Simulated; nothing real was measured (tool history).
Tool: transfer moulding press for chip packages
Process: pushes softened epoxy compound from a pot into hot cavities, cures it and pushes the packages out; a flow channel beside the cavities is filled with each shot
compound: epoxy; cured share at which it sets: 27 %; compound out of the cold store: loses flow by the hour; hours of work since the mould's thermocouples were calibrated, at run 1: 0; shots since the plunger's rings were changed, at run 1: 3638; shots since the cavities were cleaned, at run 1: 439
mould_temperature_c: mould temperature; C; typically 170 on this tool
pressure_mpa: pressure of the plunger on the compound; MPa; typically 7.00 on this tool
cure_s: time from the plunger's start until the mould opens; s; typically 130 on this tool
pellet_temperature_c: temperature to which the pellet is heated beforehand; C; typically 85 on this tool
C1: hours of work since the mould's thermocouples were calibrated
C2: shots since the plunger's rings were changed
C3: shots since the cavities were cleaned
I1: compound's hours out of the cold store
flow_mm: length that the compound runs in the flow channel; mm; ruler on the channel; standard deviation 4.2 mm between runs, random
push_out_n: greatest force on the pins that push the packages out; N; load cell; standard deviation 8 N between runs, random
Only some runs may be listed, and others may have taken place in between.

{"run": 1, "hour": 0.0, "mould_temperature_c": 170, "pressure_mpa": 7.0, "cure_s": 130, "pellet_temperature_c": 85, "C1": 0, "C2": 3638, "C3": 439, "I1": 15.6, "flow_mm": 597, "push_out_n": 583}
{"run": 2, "hour": 27.5, "mould_temperature_c": 170, "pressure_mpa": 7.0, "cure_s": 130, "pellet_temperature_c": 85, "C1": 16, "C2": 3870, "C3": 671, "I1": 45.4, "flow_mm": 497, "push_out_n": 638}
{"run": 3, "hour": 40.3, "mould_temperature_c": 170, "pressure_mpa": 7.0, "cure_s": 130, "pellet_temperature_c": 85, "C1": 23, "C2": 3978, "C3": 779, "I1": 43.1, "flow_mm": 504, "push_out_n": 643}
{"run": 4, "hour": 54.0, "mould_temperature_c": 170, "pressure_mpa": 7.0, "cure_s": 130, "pellet_temperature_c": 93, "C1": 31, "C2": 4094, "C3": 895, "I1": 30.6, "flow_mm": 553, "push_out_n": 694}
{"run": 5, "hour": 67.9, "mould_temperature_c": 170, "pressure_mpa": 7.0, "cure_s": 130, "pellet_temperature_c": 93, "C1": 39, "C2": 4211, "C3": 1012, "I1": 23.5, "flow_mm": 573, "push_out_n": 708}
{"hour": 77.4, "done": "cavities cleaned with cleaning compound and waxed"}
{"run": 6, "hour": 93.1, "mould_temperature_c": 170, "pressure_mpa": 7.0, "cure_s": 130, "pellet_temperature_c": 93, "C1": 53, "C2": 4412, "C3": 133, "I1": 25.3, "flow_mm": 562, "push_out_n": 414}
{"run": 7, "hour": 110.2, "mould_temperature_c": 170, "pressure_mpa": 7.17, "cure_s": 130, "pellet_temperature_c": 93, "C1": 62, "C2": 4556, "C3": 277, "I1": 46.8, "flow_mm": 493, "push_out_n": 495}
{"run": 8, "hour": 137.1, "mould_temperature_c": 170, "pressure_mpa": 7.0, "cure_s": 131, "pellet_temperature_c": 85, "C1": 78, "C2": 4783, "C3": 504, "I1": 12.9, "flow_mm": 604, "push_out_n": 593}
{"run": 9, "hour": 159.2, "mould_temperature_c": 170, "pressure_mpa": 7.0, "cure_s": 131, "pellet_temperature_c": 85, "C1": 90, "C2": 4970, "C3": 691, "I1": 20.8, "flow_mm": 568, "push_out_n": 639}
{"hour": 173.6, "done": "plunger's sealing rings changed"}
{"run": 10, "hour": 182.2, "mould_temperature_c": 170, "pressure_mpa": 7.0, "cure_s": 131, "pellet_temperature_c": 85, "C1": 102, "C2": 72, "C3": 864, "I1": 45.6, "flow_mm": 536, "push_out_n": 650}
{"run": 11, "hour": 204.9, "mould_temperature_c": 177, "pressure_mpa": 8.16, "cure_s": 133, "pellet_temperature_c": 76, "C1": 115, "C2": 264, "C3": 1056, "I1": 22.0, "flow_mm": 658, "push_out_n": 604}
{"hour": 208.0, "done": "cavities cleaned with cleaning compound and waxed"}
{"run": 12, "hour": 228.0, "mould_temperature_c": 177, "pressure_mpa": 8.16, "cure_s": 133, "pellet_temperature_c": 76, "C1": 128, "C2": 446, "C3": 168, "I1": 27.8, "flow_mm": 631, "push_out_n": 383}
{"run": 13, "hour": 243.6, "mould_temperature_c": 178, "pressure_mpa": 5.49, "cure_s": 168, "pellet_temperature_c": 93, "C1": 136, "C2": 578, "C3": 300, "I1": 44.5, "flow_mm": 461, "push_out_n": 421}
{"run": 14, "hour": 266.5, "mould_temperature_c": 178, "pressure_mpa": 5.49, "cure_s": 168, "pellet_temperature_c": 93, "C1": 150, "C2": 771, "C3": 493, "I1": 24.5, "flow_mm": 523, "push_out_n": 473}
{"run": 15, "hour": 281.5, "mould_temperature_c": 178, "pressure_mpa": 5.49, "cure_s": 153, "pellet_temperature_c": 93, "C1": 158, "C2": 898, "C3": 620, "I1": 20.4, "flow_mm": 532, "push_out_n": 500}
{"run": 16, "hour": 300.7, "mould_temperature_c": 163, "pressure_mpa": 5.59, "cure_s": 124, "pellet_temperature_c": 78, "C1": 169, "C2": 1060, "C3": 782, "I1": 29.8, "flow_mm": 532, "push_out_n": 1096}
{"run": 17, "hour": 322.7, "mould_temperature_c": 163, "pressure_mpa": 5.59, "cure_s": 124, "pellet_temperature_c": 78, "C1": 182, "C2": 1246, "C3": 968, "I1": 34.0, "flow_mm": 516, "push_out_n": 1155}
{"hour": 336.4, "done": "cavities cleaned with cleaning compound and waxed"}
{"run": 18, "hour": 349.6, "mould_temperature_c": 163, "pressure_mpa": 5.59, "cure_s": 128, "pellet_temperature_c": 78, "C1": 196, "C2": 1461, "C3": 111, "I1": 25.9, "flow_mm": 540, "push_out_n": 642}
{"run": 19, "hour": 365.1, "mould_temperature_c": 163, "pressure_mpa": 5.59, "cure_s": 128, "pellet_temperature_c": 78, "C1": 205, "C2": 1592, "C3": 242, "I1": 33.3, "flow_mm": 513, "push_out_n": 756}
{"run": 20, "hour": 391.4, "mould_temperature_c": 170, "pressure_mpa": 7.03, "cure_s": 130, "pellet_temperature_c": 76, "C1": 220, "C2": 1815, "C3": 465, "I1": 23.7, "flow_mm": 599, "push_out_n": 564}

Each row is a separate what-if for the run after 20, all from the same tool condition, not one after another. Results?
{"run": "A", "hour": 415.4, "mould_temperature_c": 171, "pressure_mpa": 7.03, "cure_s": 130, "pellet_temperature_c": 92, "C1": 234, "C2": 2017, "C3": 667, "I1": 16.7, "flow_mm": "?", "push_out_n": "?"}
{"run": "B", "hour": 415.4, "mould_temperature_c": 170, "pressure_mpa": 7.03, "cure_s": 139, "pellet_temperature_c": 76, "C1": 234, "C2": 2017, "C3": 667, "I1": 20.5, "flow_mm": "?", "push_out_n": "?"}
{"run": "C", "hour": 415.4, "mould_temperature_c": 176, "pressure_mpa": 5.23, "cure_s": 130, "pellet_temperature_c": 85, "C1": 234, "C2": 2017, "C3": 667, "I1": 38.1, "flow_mm": "?", "push_out_n": "?"}
{"run": "D", "hour": 415.4, "mould_temperature_c": 163, "pressure_mpa": 7.03, "cure_s": 132, "pellet_temperature_c": 83, "C1": 234, "C2": 2017, "C3": 667, "I1": 17.2, "flow_mm": "?", "push_out_n": "?"}

run=A flow_mm=619 push_out_n=630
run=B flow_mm=607 push_out_n=590
run=C flow_mm=464 push_out_n=550
run=D flow_mm=632 push_out_n=997
Take away the tool's hidden state, keep each run's random variation, and the runs would have read:
run=A flow_mm=643 push_out_n=336
run=B flow_mm=631 push_out_n=315
run=C flow_mm=482 push_out_n=290
run=D flow_mm=656 push_out_n=540

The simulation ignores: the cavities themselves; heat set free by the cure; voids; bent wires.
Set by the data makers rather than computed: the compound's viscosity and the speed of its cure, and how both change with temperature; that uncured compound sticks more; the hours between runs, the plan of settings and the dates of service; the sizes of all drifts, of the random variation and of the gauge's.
